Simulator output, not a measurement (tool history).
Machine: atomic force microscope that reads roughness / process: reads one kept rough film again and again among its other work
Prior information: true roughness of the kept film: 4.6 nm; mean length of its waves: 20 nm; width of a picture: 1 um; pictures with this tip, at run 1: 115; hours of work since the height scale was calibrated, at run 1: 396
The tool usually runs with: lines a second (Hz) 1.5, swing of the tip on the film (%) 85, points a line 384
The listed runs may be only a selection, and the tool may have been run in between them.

run   hour  lines a second (Hz)  swing of the tip on the film (%)  points a line  pictures with this tip  hours of work since the height scale was calibrated  roughness of the kept film (nm (root mean square))
  1      0                  1.5                                85            384                     115                                                  396                                               2.545
  2   49.2                  1.5                                85            384                     189                                                  419                                               2.272
  3   71.8                  1.5                                85            384                     223                                                  430                                               2.156
      75.2  -- new tip fitted
  4   93.9                  1.5                                85            384                      28                                                  440                                               3.144
  5  119.2                  1.5                                85            384                      66                                                  451                                               2.902
     122.9  -- height scale calibrated on a step standard
  6  143.3                  1.5                                85            384                     101                                                    9                                               2.694
  7  181.6                  1.5                                85            384                     159                                                   27                                               2.444
  8  210.3                  1.5                                85            384                     202                                                   40                                               2.268
     215.6  -- height scale calibrated on a step standard, once more
     230.6  -- new tip fitted
  9    254                  1.5                                85            384                      35                                                   17                                               3.064
 10  304.1                  1.5                                85            421                     111                                                   41                                               2.687
 11  342.6                  0.8                                89            313                     169                                                   58                                               2.471
 12  380.1                  0.8                                89            313                     226                                                   76                                               2.287
     384.7  -- new tip fitted
 13  403.1                 0.54                                85            384                      28                                                   86                                               3.327
 14  447.8                 0.54                                85            384                      95                                                  107                                               2.927
 15  481.2                  1.5                                85            807                     146                                                  122                                               2.561
 16  532.7                 1.13                                83            535                     224                                                  146                                               2.358
     538.1  -- new tip fitted
 17  558.3                 1.13                                83            535                      31                                                  158                                               3.194
 18  596.9                 1.13                                68            458                      89                                                  175                                               2.955
 19  622.6                 1.16                                85            384                     128                                                  187                                               2.628

Alternative continuations, all from the tool just after run 19; predict every row:
  A  654.3                 3.95                                62            740                     176                                                  202                                                   ?
  B  654.3                 0.75                                70            460                     176                                                  202                                                   ?
  C  654.3                 0.67                                85            384                     176                                                  202                                                   ?

run  roughness of the kept film (nm (root mean square))
  A                                               2.488
  B                                               2.614
  C                                                2.52
Stripped of hidden state, with their random variation kept, the same runs would have yielded:
run  roughness of the kept film (nm (root mean square))
  A                                                3.46
  B                                               3.631
  C                                               3.504

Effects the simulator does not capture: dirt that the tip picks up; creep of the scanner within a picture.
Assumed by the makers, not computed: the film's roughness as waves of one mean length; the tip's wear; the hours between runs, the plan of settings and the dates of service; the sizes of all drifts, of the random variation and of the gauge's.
